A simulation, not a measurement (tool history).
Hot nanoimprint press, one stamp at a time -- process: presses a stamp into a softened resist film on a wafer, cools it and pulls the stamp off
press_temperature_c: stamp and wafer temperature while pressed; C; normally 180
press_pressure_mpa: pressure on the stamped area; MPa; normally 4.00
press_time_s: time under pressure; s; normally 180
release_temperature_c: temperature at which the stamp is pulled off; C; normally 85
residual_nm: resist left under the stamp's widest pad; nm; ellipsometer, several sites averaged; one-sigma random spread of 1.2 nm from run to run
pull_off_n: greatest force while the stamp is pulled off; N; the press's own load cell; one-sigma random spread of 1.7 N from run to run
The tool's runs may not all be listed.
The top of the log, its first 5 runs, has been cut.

run	hour	press_temperature_c	press_pressure_mpa	press_time_s	release_temperature_c	residual_nm	pull_off_n
6	40.8	180	4.00	200	85	181.9	118
7	47.0	177	4.00	180	85	205.4	118
8	52.3	180	4.00	180	85	188.6	120
9	62.6	180	4.00	180	85	188.8	121
10	68.2	180	4.00	180	85	187.1	118
# hour 76.3: stamp cleaned and given a new release coat
11	81.0	180	4.00	180	85	188.5	109
12	90.0	180	4.00	180	85	190.7	111
13	97.4	180	4.00	180	85	190.4	111
14	104.0	180	4.00	180	85	192.1	112
15	109.1	180	4.00	180	85	191.7	112
16	119.6	180	3.40	99	78	247.9	128
17	124.7	179	5.95	99	73	202.9	137
18	129.2	180	5.67	180	85	160.7	113
19	138.9	187	5.67	106	90	163.3	103
20	146.4	191	2.99	106	89	197.7	105
21	150.9	180	2.52	180	85	231.2	115
22	160.3	182	2.52	180	71	221.9	148
23	167.7	180	4.99	180	89	173.8	108
24	172.9	182	4.92	234	83	146.7	122
25	179.9	182	4.92	234	83	148.6	124
26	187.0	192	4.11	262	80	117.0	128
27	194.5	190	4.11	262	81	123.2	127
28	201.9	190	5.31	262	76	106.2	140
29	207.8	170	2.76	180	92	287.4	101
30	215.0	170	2.76	180	92	287.2	102

Forecast each of these 3 alternatives for the next run:
A	224.7	170	2.76	228	92	?	?
B	224.7	188	4.00	299	85	?	?
C	224.7	179	4.00	180	91	?	?

run	residual_nm	pull_off_n
A	270.2	101
B	124.9	122
C	197.8	107
Without the tool's hidden state the same runs would have given:
run	residual_nm	pull_off_n
A	263.7	91
B	121.2	109
C	192.2	96
